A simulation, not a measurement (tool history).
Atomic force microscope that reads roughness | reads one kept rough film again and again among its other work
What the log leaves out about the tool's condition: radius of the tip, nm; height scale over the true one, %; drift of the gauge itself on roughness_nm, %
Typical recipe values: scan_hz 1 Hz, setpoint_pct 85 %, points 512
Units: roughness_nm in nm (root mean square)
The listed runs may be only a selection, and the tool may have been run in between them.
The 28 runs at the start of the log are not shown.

run     day  scan_hz  setpoint_pct  points  pictures with this tip  hours of work since the height scale was calibrated  roughness_nm
      7.612  -- height scale calibrated on a step standard, once more
 29   7.692     1.98            81     699                     114                                                    1         2.034
 30   8.054     1.98            81     699                     124                                                    5         2.023
 31   8.388     1.98            81     592                     133                                                    8         1.985
 32   8.675     0.88            77     592                     141                                                   11         2.267
 33   8.958      3.8            59     635                     149                                                   14         2.151
 34   9.296      3.8            74     635                     158                                                   18          1.83
 35   9.646     1.31            65     860                     168                                                   22         2.241
 36   9.858     0.84            63     295                     174                                                   24         2.264
 37  10.017     0.84            63     295                     179                                                   26         2.259
 38  10.229     0.84            63     295                     185                                                   28         2.245
 39  10.442        1            73     366                     190                                                   30         2.157
 40  10.662        1            73     366                     197                                                   32         2.144
 41  10.925        1            73     366                     204                                                   35         2.125
     11.079  -- new tip fitted
 42  11.142     0.71            70     523                       1                                                   37         2.719
 43  11.342        1            85     261                       7                                                   39         2.443
 44  11.625        1            75     268                      15                                                   42         2.555
 45  11.829        1            75     268                      20                                                   44          2.53
 46  12.067     1.19            85     512                      27                                                   47          2.36
 47  12.417     1.49            63     444                      37                                                   51         2.572
 48  12.671     3.69            67     930                      44                                                   53         2.268
 49  12.867     1.42            56     257                      49                                                   55         2.564

Predict each of these 5 candidate next runs independently; none follows another, all start after run 49:
  A  13.058     0.55            72     301                      55                                                   58             ?
  B  13.058     2.91            85     512                      55                                                   58             ?
  C  13.058     1.42            62     257                      55                                                   58             ?
  D  13.058        1            90     512                      55                                                   58             ?
  E  13.058     2.01            89     306                      55                                                   58             ?

run  roughness_nm
  A         2.573
  B         1.902
  C         2.504
  D         2.284
  E         1.972
Take away the tool's hidden state, keep each run's random variation, and the runs would have read:
run  roughness_nm
  A         2.734
  B         2.022
  C         2.661
  D         2.427
  E         2.096
